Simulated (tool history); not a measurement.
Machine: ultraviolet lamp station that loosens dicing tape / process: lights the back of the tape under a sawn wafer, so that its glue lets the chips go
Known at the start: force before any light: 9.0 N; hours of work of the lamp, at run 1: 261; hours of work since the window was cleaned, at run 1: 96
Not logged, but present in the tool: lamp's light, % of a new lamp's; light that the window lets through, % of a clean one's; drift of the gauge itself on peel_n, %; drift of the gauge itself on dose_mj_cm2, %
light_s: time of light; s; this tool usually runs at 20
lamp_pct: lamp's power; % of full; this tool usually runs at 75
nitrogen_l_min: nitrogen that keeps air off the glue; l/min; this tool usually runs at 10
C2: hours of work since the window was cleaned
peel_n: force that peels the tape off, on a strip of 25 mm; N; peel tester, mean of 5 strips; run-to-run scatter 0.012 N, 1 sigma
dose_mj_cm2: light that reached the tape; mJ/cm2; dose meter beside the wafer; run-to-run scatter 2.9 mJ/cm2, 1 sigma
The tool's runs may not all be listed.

Run 1, hour 0.0: usual settings; hours of work of the lamp 261; C2 96. Result: peel_n 0.702 N, dose_mj_cm2 382 mJ/cm2.
Run 2, hour 19.3: usual settings; hours of work of the lamp 276; C2 111. Result: peel_n 0.698 N, dose_mj_cm2 379 mJ/cm2.
Run 3, hour 33.4: usual settings but light_s 13 s; hours of work of the lamp 287; C2 122. Result: peel_n 1.656 N, dose_mj_cm2 239 mJ/cm2.
Run 4, hour 45.4: usual settings but light_s 13 s; hours of work of the lamp 297; C2 131. Result: peel_n 1.623 N, dose_mj_cm2 243 mJ/cm2.
Run 5, hour 56.8: usual settings; hours of work of the lamp 306; C2 140. Result: peel_n 0.740 N, dose_mj_cm2 370 mJ/cm2.
Run 6, hour 83.4: usual settings; hours of work of the lamp 326; C2 161. Result: peel_n 0.783 N, dose_mj_cm2 361 mJ/cm2.
Run 7, hour 97.7: usual settings but nitrogen_l_min 4 l/min; hours of work of the lamp 338; C2 173. Result: peel_n 1.517 N, dose_mj_cm2 366 mJ/cm2.
Run 8, hour 115.1: usual settings but nitrogen_l_min 17 l/min; hours of work of the lamp 351; C2 186. Result: peel_n 0.531 N, dose_mj_cm2 359 mJ/cm2.
Run 9, hour 133.7: usual settings but light_s 36 s, nitrogen_l_min 17 l/min; hours of work of the lamp 366; C2 201. Result: peel_n 0.200 N, dose_mj_cm2 652 mJ/cm2.
Run 10, hour 146.8: usual settings but light_s 36 s, nitrogen_l_min 17 l/min; hours of work of the lamp 376; C2 211. Result: peel_n 0.210 N, dose_mj_cm2 640 mJ/cm2.
Run 11, hour 163.7: usual settings but light_s 36 s, nitrogen_l_min 17 l/min; hours of work of the lamp 390; C2 224. Result: peel_n 0.200 N, dose_mj_cm2 640 mJ/cm2.
Run 12, hour 177.5: usual settings but light_s 13 s, nitrogen_l_min 13 l/min; hours of work of the lamp 400; C2 235. Result: peel_n 1.629 N, dose_mj_cm2 228 mJ/cm2.
At hour 183.0: window cleaned of glue's vapour.
Run 13, hour 205.1: usual settings but nitrogen_l_min 6 l/min; hours of work of the lamp 422; C2 17. Result: peel_n 1.133 N, dose_mj_cm2 368 mJ/cm2.
Run 14, hour 231.2: usual settings but light_s 10 s, lamp_pct 94 % of full; hours of work of the lamp 442; C2 38. Result: peel_n 1.819 N, dose_mj_cm2 227 mJ/cm2.
Run 15, hour 249.6: usual settings but light_s 31 s, lamp_pct 94 % of full; hours of work of the lamp 457; C2 52. Result: peel_n 0.216 N, dose_mj_cm2 694 mJ/cm2.
Run 16, hour 272.4: usual settings but light_s 10 s, lamp_pct 90 % of full; hours of work of the lamp 475; C2 70. Result: peel_n 2.019 N, dose_mj_cm2 215 mJ/cm2.
Run 17, hour 299.5: usual settings but light_s 10 s, lamp_pct 90 % of full, nitrogen_l_min 5 l/min; hours of work of the lamp 496; C2 92. Result: peel_n 2.866 N, dose_mj_cm2 212 mJ/cm2.
Run 18, hour 312.5: usual settings but light_s 12 s, lamp_pct 90 % of full, nitrogen_l_min 5 l/min; hours of work of the lamp 506; C2 102. Result: peel_n 2.347 N, dose_mj_cm2 249 mJ/cm2.
Run 19, hour 331.2: usual settings but light_s 12 s, nitrogen_l_min 3 l/min; hours of work of the lamp 521; C2 116. Result: peel_n 3.503 N, dose_mj_cm2 207 mJ/cm2.
Run 20, hour 344.9: usual settings but light_s 10 s, lamp_pct 99 % of full, nitrogen_l_min 9 l/min; hours of work of the lamp 532; C2 127. Result: peel_n 1.963 N, dose_mj_cm2 224 mJ/cm2.
Run 21, hour 362.0: usual settings but light_s 10 s, lamp_pct 99 % of full, nitrogen_l_min 9 l/min; hours of work of the lamp 545; C2 141. Result: peel_n 1.923 N, dose_mj_cm2 223 mJ/cm2.
Run 22, hour 382.2: usual settings but light_s 27 s, lamp_pct 78 % of full; hours of work of the lamp 561; C2 157. Result: peel_n 0.424 N, dose_mj_cm2 482 mJ/cm2.

Each row is a separate what-if for the run after 22, all from the same tool condition, not one after another. Results?
Run A, hour 395.0: usual settings but lamp_pct 61 % of full, nitrogen_l_min 3 l/min; hours of work of the lamp 571; C2 167. Result: peel_n ?, dose_mj_cm2 ?.
Run B, hour 395.0: usual settings but light_s 11 s, lamp_pct 78 % of full, nitrogen_l_min 9 l/min; hours of work of the lamp 571; C2 167. Result: peel_n ?, dose_mj_cm2 ?.
Run C, hour 395.0: usual settings but light_s 32 s, lamp_pct 81 % of full, nitrogen_l_min 8 l/min; hours of work of the lamp 571; C2 167. Result: peel_n ?, dose_mj_cm2 ?.

run  peel_n  dose_mj_cm2
  A   2.676          277
  B   2.406          192
  C   0.346          586
Without the tool's unlogged condition, the same runs would have read:
run  peel_n  dose_mj_cm2
  A   1.956          350
  B   1.722          244
  C   0.234          741
